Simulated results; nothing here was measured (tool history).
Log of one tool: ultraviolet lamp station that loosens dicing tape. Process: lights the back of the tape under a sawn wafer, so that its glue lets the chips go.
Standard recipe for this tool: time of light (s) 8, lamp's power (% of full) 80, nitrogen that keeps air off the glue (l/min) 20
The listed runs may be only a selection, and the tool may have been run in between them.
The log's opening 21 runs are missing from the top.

| run | hour | time of light (s) | lamp's power (% of full) | nitrogen that keeps air off the glue (l/min) | hours of work of the lamp | hours of work since the window was cleaned | force that peels the tape off (N) | light that reached the tape (mJ/cm²) |
|---|---|---|---|---|---|---|---|---|
| 22 | 377.2 | 8 | 80 | 20 | 881 | 261 | 0.392 | 281 |
|  | 393.8 | lamp changed |
| 23 | 393.8 | 7 | 63 | 22 | 0 | 273 | 0.355 | 280 |
| 24 | 418.3 | 9 | 80 | 20 | 19 | 291 | 0.172 | 443 |
| 25 | 438.9 | 8 | 80 | 29 | 35 | 307 | 0.171 | 394 |
| 26 | 457 | 5 | 94 | 9 | 48 | 321 | 0.597 | 286 |
| 27 | 474 | 5 | 94 | 9 | 61 | 334 | 0.603 | 289 |
| 28 | 494.5 | 4 | 69 | 9 | 77 | 350 | 1.322 | 166 |
| 29 | 508.8 | 6 | 72 | 6 | 88 | 361 | 0.864 | 256 |

For run 30, what comes out?
| 30 | 520.2 | 5 | 77 | 8 | 97 | 369 | ? | ? |

force that peels the tape off (N): 0.914
light that reached the tape (mJ/cm²): 233
With no hidden state in the tool, this same run would have given force that peels the tape off (N) 0.737, light that reached the tape (mJ/cm²) 267.

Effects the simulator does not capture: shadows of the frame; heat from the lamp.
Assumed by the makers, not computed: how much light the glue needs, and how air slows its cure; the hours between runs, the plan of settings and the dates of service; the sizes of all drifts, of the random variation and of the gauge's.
